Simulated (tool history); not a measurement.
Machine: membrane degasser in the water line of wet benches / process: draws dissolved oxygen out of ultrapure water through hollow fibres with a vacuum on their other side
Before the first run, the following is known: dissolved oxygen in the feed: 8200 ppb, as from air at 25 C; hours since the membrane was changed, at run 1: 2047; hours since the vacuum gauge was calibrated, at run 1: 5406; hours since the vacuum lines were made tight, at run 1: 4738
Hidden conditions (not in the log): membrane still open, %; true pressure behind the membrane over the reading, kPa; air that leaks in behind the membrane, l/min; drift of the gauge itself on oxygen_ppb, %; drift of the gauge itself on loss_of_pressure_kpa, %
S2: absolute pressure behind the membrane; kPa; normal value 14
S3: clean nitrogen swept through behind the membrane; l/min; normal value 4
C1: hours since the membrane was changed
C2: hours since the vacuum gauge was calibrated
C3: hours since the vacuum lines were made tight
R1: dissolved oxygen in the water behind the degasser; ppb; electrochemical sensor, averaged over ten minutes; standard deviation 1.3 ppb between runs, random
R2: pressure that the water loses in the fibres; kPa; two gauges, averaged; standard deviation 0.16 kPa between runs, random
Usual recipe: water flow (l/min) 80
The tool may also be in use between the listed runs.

run 1 hour=0 | water_flow_(l/min)=80 S2=14 S3=4 | C1=2047 C2=5406 C3=4738 | R1=467.5 R2=38.68
run 2 hour=36.9 | water_flow_(l/min)=80 S2=14 S3=4 | C1=2084 C2=5443 C3=4775 | R1=466.9 R2=38.78
run 3 hour=90.9 | water_flow_(l/min)=62 S2=14 S3=4 | C1=2138 C2=5497 C3=4829 | R1=369 R2=29.97
run 4 hour=144.4 | water_flow_(l/min)=62 S2=14 S3=4 | C1=2191 C2=5550 C3=4883 | R1=368.2 R2=29.81
run 5 hour=168.9 | water_flow_(l/min)=62 S2=14 S3=4 | C1=2216 C2=5575 C3=4907 | R1=368.6 R2=29.97
run 6 hour=211.6 | water_flow_(l/min)=62 S2=14 S3=4 | C1=2259 C2=5618 C3=4950 | R1=366.5 R2=30.06
run 7 hour=254.9 | water_flow_(l/min)=62 S2=14 S3=4 | C1=2302 C2=5661 C3=4993 | R1=368.7 R2=29.58
run 8 hour=280.6 | water_flow_(l/min)=62 S2=14 S3=4 | C1=2327 C2=5687 C3=5019 | R1=367.7 R2=30.05
run 9 hour=319.1 | water_flow_(l/min)=62 S2=14 S3=4 | C1=2366 C2=5725 C3=5057 | R1=364.7 R2=30.3
run 10 hour=364.4 | water_flow_(l/min)=80 S2=14 S3=4 | C1=2411 C2=5770 C3=5102 | R1=461.9 R2=38.61
run 11 hour=397.8 | water_flow_(l/min)=80 S2=14 S3=4 | C1=2445 C2=5804 C3=5136 | R1=462.1 R2=38.55
run 12 hour=436.7 | water_flow_(l/min)=80 S2=14 S3=4 | C1=2484 C2=5843 C3=5175 | R1=459.8 R2=38.57
run 13 hour=475.2 | water_flow_(l/min)=80 S2=14 S3=4 | C1=2522 C2=5881 C3=5213 | R1=460.5 R2=38.53
run 14 hour=511 | water_flow_(l/min)=80 S2=14 S3=1.88 | C1=2558 C2=5917 C3=5249 | R1=827.9 R2=38.52
run 15 hour=559 | water_flow_(l/min)=80 S2=14 S3=1.88 | C1=2606 C2=5965 C3=5297 | R1=821.5 R2=38.6
run 16 hour=612 | water_flow_(l/min)=80 S2=14 S3=4 | C1=2659 C2=6018 C3=5350 | R1=459.5 R2=38.79
run 17 hour=651.2 | water_flow_(l/min)=80 S2=14 S3=4 | C1=2698 C2=6057 C3=5389 | R1=454.3 R2=38.63
-- hour=656.8 gauge calibrated
run 18 hour=676.4 | water_flow_(l/min)=80 S2=14 S3=4 | C1=2723 C2=6082 C3=5414 | R1=469.3 R2=38.52
run 19 hour=711.1 | water_flow_(l/min)=65 S2=9.7 S3=1.99 | C1=2758 C2=6117 C3=5449 | R1=425.3 R2=31.3
run 20 hour=754.4 | water_flow_(l/min)=93 S2=14.3 S3=8.3 | C1=2801 C2=6160 C3=5492 | R1=301.5 R2=44.85
run 21 hour=807.2 | water_flow_(l/min)=93 S2=14.3 S3=8.3 | C1=2854 C2=6213 C3=5545 | R1=299.8 R2=44.92
run 22 hour=854 | water_flow_(l/min)=90 S2=14 S3=8.89 | C1=2901 C2=6260 C3=5592 | R1=265.8 R2=43.64
run 23 hour=908 | water_flow_(l/min)=90 S2=14 S3=8.89 | C1=2955 C2=6314 C3=5646 | R1=265.6 R2=43.6
run 24 hour=936.8 | water_flow_(l/min)=122 S2=9.3 S3=10.37 | C1=2984 C2=6343 C3=5675 | R1=213.5 R2=58.6
run 25 hour=973.6 | water_flow_(l/min)=122 S2=9.3 S3=10.37 | C1=3020 C2=6380 C3=5712 | R1=214.3 R2=59.14
run 26 hour=996.8 | water_flow_(l/min)=122 S2=9.3 S3=10.37 | C1=3044 C2=6403 C3=5735 | R1=213.8 R2=58.94
run 27 hour=1033.6 | water_flow_(l/min)=104 S2=24.8 S3=6.29 | C1=3080 C2=6440 C3=5772 | R1=759.7 R2=50.21
run 28 hour=1082.6 | water_flow_(l/min)=80 S2=23.2 S3=8.88 | C1=3129 C2=6489 C3=5821 | R1=411.6 R2=38.66
run 29 hour=1113.9 | water_flow_(l/min)=88 S2=17 S3=2.49 | C1=3161 C2=6520 C3=5852 | R1=903.7 R2=42.32
run 30 hour=1144.9 | water_flow_(l/min)=80 S2=14.4 S3=2.62 | C1=3192 C2=6551 C3=5883 | R1=667.1 R2=38.57
run 31 hour=1170.6 | water_flow_(l/min)=80 S2=14.4 S3=2.62 | C1=3217 C2=6577 C3=5909 | R1=670.5 R2=38.65

Describe how what the log doesn't record of the tool's condition differs between the last listed run preceding each entry between runs and the first listed run following it.
From run 17 to run 18: gauge calibrated (hour 656.8)
  drift of the gauge itself on oxygen_ppb, %: -2.4 -> -0.07
  measured minus no-state result, R1: -11 -> -0.1 ppb

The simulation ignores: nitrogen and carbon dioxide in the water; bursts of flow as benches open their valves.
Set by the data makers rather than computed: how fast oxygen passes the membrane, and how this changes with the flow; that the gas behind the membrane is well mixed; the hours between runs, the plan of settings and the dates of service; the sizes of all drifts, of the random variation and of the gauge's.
